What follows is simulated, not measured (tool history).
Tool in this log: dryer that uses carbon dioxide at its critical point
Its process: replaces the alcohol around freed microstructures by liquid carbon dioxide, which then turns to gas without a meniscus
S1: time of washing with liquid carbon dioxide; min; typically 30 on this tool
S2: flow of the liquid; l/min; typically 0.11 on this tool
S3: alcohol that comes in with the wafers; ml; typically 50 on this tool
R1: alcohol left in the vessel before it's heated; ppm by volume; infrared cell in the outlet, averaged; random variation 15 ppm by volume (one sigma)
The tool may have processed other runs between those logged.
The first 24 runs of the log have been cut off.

run 25 hour=379.2 | S1=30 S2=0.079 S3=25 | R1=2630
run 26 hour=399.5 | S1=30 S2=0.079 S3=25 | R1=2557
run 27 hour=416.8 | S1=30 S2=0.079 S3=64 | R1=6557
run 28 hour=429.3 | S1=20 S2=0.073 S3=35 | R1=11256
run 29 hour=448.8 | S1=30 S2=0.14 S3=50 | R1=711
run 30 hour=467.6 | S1=30 S2=0.11 S3=43 | R1=1532
run 31 hour=486.2 | S1=21 S2=0.1 S3=110 | R1=16979
run 32 hour=502 | S1=26 S2=0.182 S3=23 | R1=318
run 33 hour=519.5 | S1=38 S2=0.125 S3=50 | R1=494
run 34 hour=538.8 | S1=21 S2=0.077 S3=50 | R1=13882
run 35 hour=556.5 | S1=42 S2=0.072 S3=25 | R1=1452
run 36 hour=572 | S1=42 S2=0.169 S3=65 | R1=193
run 37 hour=588.5 | S1=42 S2=0.169 S3=65 | R1=198

Expected results for the next run?
run 38 hour=598.2 | S1=34 S2=0.1 S3=67 | R1=?

{"run 38": {"R1": 2403}}
With no hidden state in the tool, this same run would have given R1 1109 ppm by volume.
